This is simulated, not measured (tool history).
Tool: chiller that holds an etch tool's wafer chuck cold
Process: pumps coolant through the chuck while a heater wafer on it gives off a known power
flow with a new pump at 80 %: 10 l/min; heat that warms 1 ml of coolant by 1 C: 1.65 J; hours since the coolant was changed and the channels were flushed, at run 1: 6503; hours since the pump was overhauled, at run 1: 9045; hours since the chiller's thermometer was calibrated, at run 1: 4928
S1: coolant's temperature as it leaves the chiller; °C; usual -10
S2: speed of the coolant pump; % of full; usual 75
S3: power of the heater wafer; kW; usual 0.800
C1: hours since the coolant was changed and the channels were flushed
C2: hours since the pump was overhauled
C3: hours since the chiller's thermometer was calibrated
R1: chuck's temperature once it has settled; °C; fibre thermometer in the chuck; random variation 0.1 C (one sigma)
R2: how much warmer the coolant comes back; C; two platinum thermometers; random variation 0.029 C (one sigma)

run,hour,S1,S2,S3,C1,C2,C3,R1,R2
1,0.0,-10,75,0.800,6503,9045,4928,1.1,3.43
2,137.3,-5,75,0.800,6640,9182,5066,6.2,3.47
3,317.0,-10,82,0.800,6820,9362,5245,0.6,3.16
# hour 456.9: chiller's thermometer calibrated
4,477.7,-1,82,0.800,6980,9522,21,9.1,3.10
5,614.2,-1,82,0.800,7116,9658,157,9.2,3.16
6,831.3,-10,75,0.476,7334,9875,374,-3.5,2.11
# hour 929.8: coolant changed, channels flushed
7,1052.5,-10,78,0.571,123,10091,590,-3.7,2.29
8,1281.1,-12,71,0.571,351,10319,818,-5.0,2.64
9,1502.1,-10,95,0.888,572,10540,1039,-1.1,2.99
10,1735.1,-10,95,0.888,805,10773,1272,-1.1,2.95
11,1933.5,-8,95,0.449,1004,10972,1471,-3.5,1.52
12,2037.7,-8,95,0.449,1108,11076,1575,-3.3,1.50

Forecast each of these 3 alternatives for the next run:
A,2247.5,-4,95,0.409,1318,11286,1785,?,?
B,2247.5,-10,75,0.424,1318,11286,1785,?,?
C,2247.5,-8,75,0.800,1318,11286,1785,?,?

run,R1,R2
A,0.2,1.38
B,-4.9,1.84
C,1.6,3.54
Without the tool's hidden state the same runs would have given:
run,R1,R2
A,-0.3,1.22
B,-5.6,1.63
C,0.5,3.15
